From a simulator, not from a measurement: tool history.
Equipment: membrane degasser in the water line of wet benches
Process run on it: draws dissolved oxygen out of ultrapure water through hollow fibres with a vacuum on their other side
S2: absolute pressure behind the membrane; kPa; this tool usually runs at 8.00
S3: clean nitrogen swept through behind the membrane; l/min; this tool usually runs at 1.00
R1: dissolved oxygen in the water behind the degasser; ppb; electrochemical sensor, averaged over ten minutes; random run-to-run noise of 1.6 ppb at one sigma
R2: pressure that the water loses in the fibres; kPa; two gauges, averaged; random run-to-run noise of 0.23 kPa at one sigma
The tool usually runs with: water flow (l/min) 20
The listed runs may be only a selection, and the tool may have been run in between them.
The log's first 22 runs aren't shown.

{"run": 23, "hour": 4478.2, "water flow (l/min)": 13, "S2": 15.34, "S3": 1.36, "R1": 273.4, "R2": 37.31}
{"run": 24, "hour": 4639.7, "water flow (l/min)": 13, "S2": 15.34, "S3": 1.36, "R1": 273.1, "R2": 37.11}
{"run": 25, "hour": 4891.5, "water flow (l/min)": 13, "S2": 15.34, "S3": 1.36, "R1": 273.4, "R2": 37.09}
{"run": 26, "hour": 5024.7, "water flow (l/min)": 13, "S2": 6.31, "S3": 0.41, "R1": 207.5, "R2": 37.17}
{"run": 27, "hour": 5247.4, "water flow (l/min)": 15, "S2": 14.78, "S3": 0.54, "R1": 642.2, "R2": 42.95}
{"run": 28, "hour": 5401.8, "water flow (l/min)": 15, "S2": 14.78, "S3": 0.54, "R1": 646.8, "R2": 43.07}
{"run": 29, "hour": 5609.0, "water flow (l/min)": 24, "S2": 10.49, "S3": 1.58, "R1": 265.6, "R2": 68.11}
{"run": 30, "hour": 5779.3, "water flow (l/min)": 15, "S2": 16.73, "S3": 1.61, "R1": 292.6, "R2": 43.11}
{"run": 31, "hour": 6003.6, "water flow (l/min)": 15, "S2": 16.73, "S3": 1.61, "R1": 295.1, "R2": 42.88}

3 ways to go on from here, each from the tool as it stands after run 31. What would each give?
{"run": "A", "hour": 6216.4, "water flow (l/min)": 15, "S2": 16.73, "S3": 1.47, "R1": "?", "R2": "?"}
{"run": "B", "hour": 6216.4, "water flow (l/min)": 16, "S2": 16.73, "S3": 1.03, "R1": "?", "R2": "?"}
{"run": "C", "hour": 6216.4, "water flow (l/min)": 15, "S2": 6.12, "S3": 1.61, "R1": "?", "R2": "?"}

run=A R1=322.9 R2=42.70
run=B R1=465.4 R2=45.91
run=C R1=70.2 R2=42.86
The same runs, with their run-to-run variation unchanged, on a tool lacking any hidden condition would have given:
run=A R1=322.7 R2=42.64
run=B R1=465.2 R2=45.84
run=C R1=70.1 R2=42.80

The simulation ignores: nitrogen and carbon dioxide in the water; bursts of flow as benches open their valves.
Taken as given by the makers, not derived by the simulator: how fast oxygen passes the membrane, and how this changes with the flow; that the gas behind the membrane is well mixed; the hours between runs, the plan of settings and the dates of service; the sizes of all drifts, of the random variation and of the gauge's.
